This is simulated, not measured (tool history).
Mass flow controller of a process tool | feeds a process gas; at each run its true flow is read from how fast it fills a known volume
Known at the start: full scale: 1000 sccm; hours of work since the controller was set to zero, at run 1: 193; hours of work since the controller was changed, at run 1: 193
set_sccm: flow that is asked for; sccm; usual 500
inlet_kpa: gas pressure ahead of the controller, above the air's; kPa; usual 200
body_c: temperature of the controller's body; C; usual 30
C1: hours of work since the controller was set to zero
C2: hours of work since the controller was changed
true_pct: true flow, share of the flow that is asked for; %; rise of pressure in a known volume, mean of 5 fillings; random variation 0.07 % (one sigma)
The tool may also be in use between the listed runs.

Run 1, day 0: usual settings; C1 193; C2 193. Result: true_pct 99.04 %.
Run 2, day 1.783: usual settings but body_c 34 C; C1 225; C2 225. Result: true_pct 99.41 %.
Run 3, day 3.754: usual settings but body_c 37 C; C1 262; C2 262. Result: true_pct 99.76 %.
Run 4, day 5.825: usual settings; C1 299; C2 299. Result: true_pct 99.04 %.
Run 5, day 7.221: usual settings but body_c 32 C; C1 325; C2 325. Result: true_pct 99.44 %.
Run 6, day 8.688: usual settings but inlet_kpa 156 kPa, body_c 32 C; C1 352; C2 352. Result: true_pct 98.9 %.
Run 7, day 10.188: usual settings; C1 379; C2 379. Result: true_pct 98.97 %.
Run 8, day 12.633: usual settings but body_c 33 C; C1 424; C2 424. Result: true_pct 99.28 %.
Run 9, day 15.071: usual settings; C1 469; C2 469. Result: true_pct 99.24 %.
Run 10, day 17.508: usual settings; C1 514; C2 514. Result: true_pct 99.15 %.
Run 11, day 20.733: usual settings; C1 573; C2 573. Result: true_pct 99.04 %.
Run 12, day 22.858: usual settings; C1 612; C2 612. Result: true_pct 99.17 %.
Run 13, day 24.762: usual settings; C1 647; C2 647. Result: true_pct 99.13 %.
Run 14, day 26.221: usual settings but body_c 26 C; C1 673; C2 673. Result: true_pct 98.84 %.
At day 26.412: controller's zero set anew.
Run 15, day 29.429: usual settings but body_c 26 C; C1 55; C2 732. Result: true_pct 98.97 %.
Run 16, day 30.917: usual settings but body_c 26 C; C1 83; C2 759. Result: true_pct 98.81 %.
At day 32.05: controller's zero set anew, once more.
Run 17, day 34.204: usual settings but body_c 26 C; C1 39; C2 819. Result: true_pct 98.68 %.
Run 18, day 35.696: usual settings but body_c 37 C; C1 67; C2 846. Result: true_pct 99.59 %.
Run 19, day 37.454: usual settings but body_c 37 C; C1 99; C2 878. Result: true_pct 99.51 %.
Run 20, day 40.362: usual settings but body_c 37 C; C1 152; C2 932. Result: true_pct 99.41 %.
Run 21, day 41.883: usual settings but body_c 37 C; C1 180; C2 959. Result: true_pct 99.5 %.
Run 22, day 44.529: usual settings but inlet_kpa 253 kPa, body_c 34 C; C1 229; C2 1008. Result: true_pct 99.7 %.
Run 23, day 46.142: usual settings but set_sccm 288 sccm; C1 258; C2 1038. Result: true_pct 98.35 %.
Run 24, day 48.975: usual settings but set_sccm 288 sccm; C1 310; C2 1089. Result: true_pct 98.42 %.
Run 25, day 52.217: usual settings but set_sccm 284 sccm, inlet_kpa 181 kPa, body_c 23 C; C1 370; C2 1149. Result: true_pct 97.65 %.
Run 26, day 55.2: usual settings but set_sccm 993 sccm, body_c 27 C; C1 424; C2 1204. Result: true_pct 99.94 %.
Run 27, day 58.45: usual settings but set_sccm 993 sccm, body_c 27 C; C1 484; C2 1263. Result: true_pct 100.04 %.
Run 28, day 61.629: usual settings but set_sccm 993 sccm, inlet_kpa 207 kPa, body_c 25 C; C1 542; C2 1321. Result: true_pct 99.94 %.
Run 29, day 63.083: usual settings but set_sccm 993 sccm, inlet_kpa 207 kPa, body_c 25 C; C1 569; C2 1348. Result: true_pct 99.96 %.
Run 30, day 64.633: usual settings but inlet_kpa 205 kPa, body_c 21 C; C1 597; C2 1376. Result: true_pct 98.21 %.

Forecast run 31:
Run 31, day 66.671: usual settings but set_sccm 336 sccm, inlet_kpa 179 kPa, body_c 31 C; C1 634; C2 1414. Result: true_pct ?.

{"run 31": {"true_pct": 98.45}}
Without the tool's hidden state the same run would have given true_pct 98.38 %.
